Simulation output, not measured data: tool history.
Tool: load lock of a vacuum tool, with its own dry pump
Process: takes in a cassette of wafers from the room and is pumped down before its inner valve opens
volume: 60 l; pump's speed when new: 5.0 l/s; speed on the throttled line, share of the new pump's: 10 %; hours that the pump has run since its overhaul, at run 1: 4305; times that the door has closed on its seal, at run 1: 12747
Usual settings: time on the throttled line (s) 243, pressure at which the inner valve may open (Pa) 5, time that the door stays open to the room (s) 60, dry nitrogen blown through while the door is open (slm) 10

| run | hour | time on the throttled line (s) | pressure at which the inner valve may open (Pa) | time that the door stays open to the room (s) | dry nitrogen blown through while the door is open (slm) | hours that the pump has run since its overhaul | times that the door has closed on its seal | incoming humidity of the room's air, % | time from the closed door until the inner valve may open (s) | rise of the pressure with all valves shut (Pa/min) |
|---|---|---|---|---|---|---|---|---|---|---|
| 1 | 0.0 | 243 | 5 | 60 | 10 | 4305 | 12747 | 45.1 | 346.1 | 0.157 |
| 2 | 85.1 | 243 | 5 | 60 | 11 | 4390 | 12969 | 43.8 | 347.2 | 0.153 |
| 3 | 258.7 | 243 | 5 | 60 | 11 | 4563 | 13424 | 46.0 | 347.1 | 0.158 |
| 4 | 381.4 | 243 | 5 | 60 | 11 | 4686 | 13745 | 43.9 | 347.5 | 0.167 |
| 5 | 535.5 | 243 | 5 | 60 | 10 | 4840 | 14148 | 44.4 | 347.5 | 0.173 |
| 6 | 626.4 | 243 | 5 | 60 | 10 | 4931 | 14386 | 44.4 | 346.0 | 0.174 |
| 7 | 800.1 | 146 | 5 | 60 | 15 | 5105 | 14840 | 43.3 | 262.5 | 0.173 |
| 8 | 956.0 | 158 | 5 | 60 | 4 | 5261 | 15248 | 47.2 | 271.3 | 0.201 |
| 9 | 1131.4 | 158 | 5 | 60 | 4 | 5436 | 15707 | 45.9 | 274.1 | 0.197 |
| 10 | 1232.0 | 366 | 5 | 60 | 10 | 5537 | 15970 | 45.9 | 458.0 | 0.186 |
| 11 | 1378.4 | 164 | 6 | 60 | 14 | 5683 | 16353 | 45.3 | 274.8 | 0.193 |
| 12 | 1495.8 | 164 | 6 | 60 | 14 | 5800 | 16660 | 42.1 | 274.9 | 0.194 |

Forecast each of these 4 alternatives for the next run:
| A | 1676.1 | 243 | 5 | 60 | 4 | 5981 | 17132 | 43.4 | ? | ? |
| B | 1676.1 | 164 | 6 | 60 | 11 | 5981 | 17132 | 42.6 | ? | ? |
| C | 1676.1 | 164 | 6 | 60 | 43 | 5981 | 17132 | 45.2 | ? | ? |
| D | 1676.1 | 130 | 5 | 60 | 14 | 5981 | 17132 | 45.4 | ? | ? |

| run | time from the closed door until the inner valve may open (s) | rise of the pressure with all valves shut (Pa/min) |
|---|---|---|
| A | 348.6 | 0.218 |
| B | 274.5 | 0.206 |
| C | 275.0 | 0.191 |
| D | 249.1 | 0.211 |
Without the tool's hidden state the same runs would have given:
| run | time from the closed door until the inner valve may open (s) | rise of the pressure with all valves shut (Pa/min) |
|---|---|---|
| A | 341.1 | 0.048 |
| B | 266.7 | 0.042 |
| C | 267.2 | 0.024 |
| D | 240.8 | 0.047 |

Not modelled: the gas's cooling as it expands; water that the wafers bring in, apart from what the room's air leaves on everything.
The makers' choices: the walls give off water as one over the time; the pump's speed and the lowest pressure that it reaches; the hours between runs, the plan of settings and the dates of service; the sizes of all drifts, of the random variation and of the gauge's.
